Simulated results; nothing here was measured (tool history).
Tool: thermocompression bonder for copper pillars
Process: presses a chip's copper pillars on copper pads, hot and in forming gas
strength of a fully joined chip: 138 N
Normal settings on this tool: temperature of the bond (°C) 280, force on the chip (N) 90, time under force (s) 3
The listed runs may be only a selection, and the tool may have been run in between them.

run     day  temperature of the bond (°C)  force on the chip (N)  time under force (s)  force that shears a chip off (N)
  1       0                           280                     90                     3                              76.6
  2   0.962                           280                     99                     3                              80.4
  3   2.854                           280                     99                     3                              79.2
  4   3.983                           280                     99                     3                              78.6
  5   5.258                           280                     99                     3                              77.7
  6   7.246                           280                     90                     3                              72.9
  7   8.546                           280                     90                     3                              72.6
  8    10.2                           302                     90                     3                              91.1
     11.342  -- force cell calibrated
  9  11.433                           302                     90                     3                              91.3
 10  13.242                           302                     90                     3                              90.8
     13.358  -- forming gas filter changed
     13.846  -- heater calibrated with a thermocouple chip
 11  14.979                           299                     99                     7                               111
 12  16.967                           299                     99                     7                             109.4
 13  18.762                           258                     80                     7                              64.8
 14  20.429                           280                     75                     3                              61.8
 15  21.325                           280                    130                     2                              73.3
 16  23.283                           279                    127                     9                             106.5
 17  24.483                           304                     90                     2                              78.1
 18  26.079                           304                     90                     2                              76.6
 19  28.008                           294                    123                     2                                79

Each row is a separate what-if for the run after 19, all from the same tool condition, not one after another. Results?
     28.742  -- forming gas filter changed
  A  29.025                           280                     58                     3                                 ?
     28.742  -- forming gas filter changed
  B  29.025                           294                    108                     3                                 ?
     28.742  -- forming gas filter changed
  C  29.025                           262                     61                     2                                 ?

run  force that shears a chip off (N)
  A                              55.8
  B                              93.1
  C                              37.1
With no hidden state in the tool, these same runs would have given:
run  force that shears a chip off (N)
  A                              55.6
  B                              93.2
  C                              36.9
